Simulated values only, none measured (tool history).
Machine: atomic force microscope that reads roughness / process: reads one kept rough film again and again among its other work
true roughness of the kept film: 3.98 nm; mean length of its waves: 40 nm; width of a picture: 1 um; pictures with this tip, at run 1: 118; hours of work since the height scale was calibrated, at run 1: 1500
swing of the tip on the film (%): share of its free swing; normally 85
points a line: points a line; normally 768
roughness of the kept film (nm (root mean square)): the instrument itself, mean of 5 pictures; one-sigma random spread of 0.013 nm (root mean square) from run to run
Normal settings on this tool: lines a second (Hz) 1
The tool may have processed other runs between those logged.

run    hour  lines a second (Hz)  swing of the tip on the film (%)  points a line  pictures with this tip  hours of work since the height scale was calibrated  roughness of the kept film (nm (root mean square))
  1       0                    1                                85            768                     118                                                 1500                                               3.024
  2    38.1                    1                                85            768                     188                                                 1524                                               2.957
       93.2  -- new tip fitted
  3   100.4                    1                                85            768                      13                                                 1562                                               3.198
      137.2  -- height scale calibrated on a step standard
  4   152.4                    1                                85            768                     106                                                    9                                               3.029
  5   182.9                    1                                85            768                     162                                                   29                                               2.943
  6   247.1                    1                                77            768                     280                                                   69                                               2.882
      253.3  -- new tip fitted
  7   301.1                 2.99                                85            768                      88                                                  102                                               2.427
  8   361.3                 2.99                                85            768                     198                                                  139                                               2.331
      412.3  -- new tip fitted
  9   420.6                    1                                85            768                      15                                                  176                                               3.146
 10   484.3                    1                                85            768                     132                                                  216                                               2.969
 11   534.7                    1                                83            768                     224                                                  247                                               2.901
 12   566.5                    1                                83            768                     282                                                  267                                               2.842
        570  -- new tip fitted
 13   618.4                    1                                83            768                      89                                                  299                                               3.058
 14     662                    1                                85            746                     168                                                  327                                               2.923
 15   692.4                    1                                85            746                     224                                                  345                                                2.86
      728.4  -- new tip fitted
 16   731.7                    1                                85            746                       6                                                  370                                               3.122
 17   795.9                    1                                85            746                     124                                                  410                                               2.978
 18   824.6                    1                                85            768                     176                                                  428                                               2.925
 19   872.2                 0.78                                72            336                     263                                                  457                                               3.039
      884.2  -- new tip fitted
 20   930.1                 0.54                                64            429                      84                                                  493                                               3.403
 21   979.8                    1                                85            689                     175                                                  524                                               2.923
     1044.9  -- new tip fitted
 22  1050.8                 0.74                                64            263                      11                                                  568                                               3.486
 23  1112.9                  0.9                                74            278                     124                                                  607                                               3.163
 24  1161.6                 2.38                                85            284                     213                                                  637                                               2.472
     1203.4  -- new tip fitted
 25  1208.5                 1.32                                85            768                       9                                                  666                                               3.037
 26  1241.3                 1.32                                85            768                      69                                                  687                                               2.954
 27  1293.6                 1.28                                73            768                     165                                                  719                                               3.092
 28  1322.8                 1.61                                85            591                     218                                                  738                                               2.699
     1359.1  -- new tip fitted
 29  1363.5                 1.35                                74            664                       8                                                  763                                                3.27
 30  1434.4                 3.03                                76            675                     138                                                  807                                               2.702
 31  1500.3                 3.03                                76            675                     259                                                  848                                               2.552
     1516.2  -- new tip fitted
 32  1557.3                 0.63                                76            461                      75                                                  883                                               3.346
 33  1611.4                 2.41                                67            443                     174                                                  917                                               3.012
       1676  -- new tip fitted
 34    1676                 0.69                                90            387                       0                                                  957                                               3.243
 35  1730.1                 0.69                                90            387                      99                                                  991                                               3.102
 36  1792.1                 1.08                                76            768                     213                                                 1029                                               3.034

Had the tool no unlogged condition, and each run kept its random variation, what would the results have been?
What the log doesn't record here: radius of the tip, nm; height scale over the true one, %; drift of the gauge itself on roughness_nm, %.
run  roughness of the kept film (nm (root mean square))
  1                                               3.152
  2                                               3.176
  3                                               3.163
  4                                                3.18
  5                                               3.168
  6                                               3.268
  7                                               2.529
  8                                               2.544
  9                                                3.18
 10                                               3.153
 11                                                 3.2
 12                                               3.212
 13                                               3.195
 14                                               3.153
 15                                                3.16
 16                                               3.136
 17                                               3.154
 18                                                3.17
 19                                                3.41
 20                                               3.527
 21                                                3.15
 22                                                 3.5
 23                                               3.332
 24                                               2.705
 25                                               3.047
 26                                               3.036
 27                                               3.309
 28                                               2.945
 29                                               3.253
 30                                               2.848
 31                                               2.824
 32                                               3.417
 33                                               3.201
 34                                               3.216
 35                                               3.208
 36                                               3.303
